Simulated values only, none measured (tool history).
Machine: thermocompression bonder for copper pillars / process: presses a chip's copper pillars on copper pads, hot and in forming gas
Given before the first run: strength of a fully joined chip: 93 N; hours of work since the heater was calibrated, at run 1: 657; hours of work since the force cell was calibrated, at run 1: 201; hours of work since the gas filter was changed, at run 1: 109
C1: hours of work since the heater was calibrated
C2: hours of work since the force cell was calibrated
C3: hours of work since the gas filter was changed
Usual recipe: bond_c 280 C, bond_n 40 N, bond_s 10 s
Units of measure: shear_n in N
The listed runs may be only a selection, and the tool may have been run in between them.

{"run": 1, "day": 0.0, "bond_c": 280, "bond_n": 40, "bond_s": 10, "C1": 657, "C2": 201, "C3": 109, "shear_n": 68.4}
{"run": 2, "day": 2.467, "bond_c": 280, "bond_n": 40, "bond_s": 10, "C1": 686, "C2": 229, "C3": 137, "shear_n": 68.2}
{"run": 3, "day": 3.808, "bond_c": 290, "bond_n": 40, "bond_s": 10, "C1": 701, "C2": 244, "C3": 153, "shear_n": 73.0}
{"run": 4, "day": 5.221, "bond_c": 290, "bond_n": 40, "bond_s": 10, "C1": 717, "C2": 261, "C3": 169, "shear_n": 73.5}
{"run": 5, "day": 6.85, "bond_c": 280, "bond_n": 40, "bond_s": 5, "C1": 736, "C2": 279, "C3": 188, "shear_n": 57.0}
{"run": 6, "day": 8.092, "bond_c": 287, "bond_n": 40, "bond_s": 5, "C1": 750, "C2": 294, "C3": 202, "shear_n": 60.3}
{"run": 7, "day": 9.25, "bond_c": 287, "bond_n": 40, "bond_s": 5, "C1": 764, "C2": 307, "C3": 215, "shear_n": 60.2}
{"run": 8, "day": 10.879, "bond_c": 280, "bond_n": 40, "bond_s": 10, "C1": 782, "C2": 326, "C3": 234, "shear_n": 67.9}
{"run": 9, "day": 13.183, "bond_c": 280, "bond_n": 40, "bond_s": 10, "C1": 809, "C2": 352, "C3": 261, "shear_n": 68.1}
{"run": 10, "day": 14.875, "bond_c": 280, "bond_n": 40, "bond_s": 10, "C1": 828, "C2": 372, "C3": 280, "shear_n": 67.3}
{"day": 16.225, "done": "heater calibrated with a thermocouple chip"}
{"run": 11, "day": 16.342, "bond_c": 280, "bond_n": 40, "bond_s": 10, "C1": 1, "C2": 387, "C3": 296, "shear_n": 67.5}
{"run": 12, "day": 17.708, "bond_c": 263, "bond_n": 40, "bond_s": 10, "C1": 17, "C2": 403, "C3": 312, "shear_n": 57.5}
{"run": 13, "day": 19.471, "bond_c": 296, "bond_n": 40, "bond_s": 10, "C1": 37, "C2": 423, "C3": 332, "shear_n": 74.7}
{"run": 14, "day": 21.654, "bond_c": 285, "bond_n": 40, "bond_s": 10, "C1": 62, "C2": 449, "C3": 357, "shear_n": 69.9}
{"run": 15, "day": 23.762, "bond_c": 285, "bond_n": 40, "bond_s": 10, "C1": 87, "C2": 473, "C3": 381, "shear_n": 70.7}
{"run": 16, "day": 25.075, "bond_c": 280, "bond_n": 40, "bond_s": 6, "C1": 102, "C2": 488, "C3": 396, "shear_n": 59.5}
{"run": 17, "day": 26.254, "bond_c": 280, "bond_n": 40, "bond_s": 10, "C1": 115, "C2": 501, "C3": 410, "shear_n": 67.4}
{"run": 18, "day": 27.654, "bond_c": 280, "bond_n": 40, "bond_s": 10, "C1": 131, "C2": 518, "C3": 426, "shear_n": 67.1}
{"day": 28.446, "done": "forming gas filter changed"}
{"run": 19, "day": 28.842, "bond_c": 280, "bond_n": 40, "bond_s": 10, "C1": 145, "C2": 531, "C3": 5, "shear_n": 67.5}
{"run": 20, "day": 30.821, "bond_c": 280, "bond_n": 34, "bond_s": 10, "C1": 168, "C2": 554, "C3": 27, "shear_n": 62.7}
{"run": 21, "day": 31.983, "bond_c": 280, "bond_n": 59, "bond_s": 10, "C1": 181, "C2": 567, "C3": 41, "shear_n": 77.2}

Run 22 is up next; what results do you expect?
{"run": 22, "day": 34.008, "bond_c": 280, "bond_n": 59, "bond_s": 10, "C1": 204, "C2": 590, "C3": 64, "shear_n": "?"}

{"run 22": {"shear_n": 77.2}}
Were there no unlogged condition in the tool, this run, its random variation unchanged, would have produced shear_n 78.4 N.
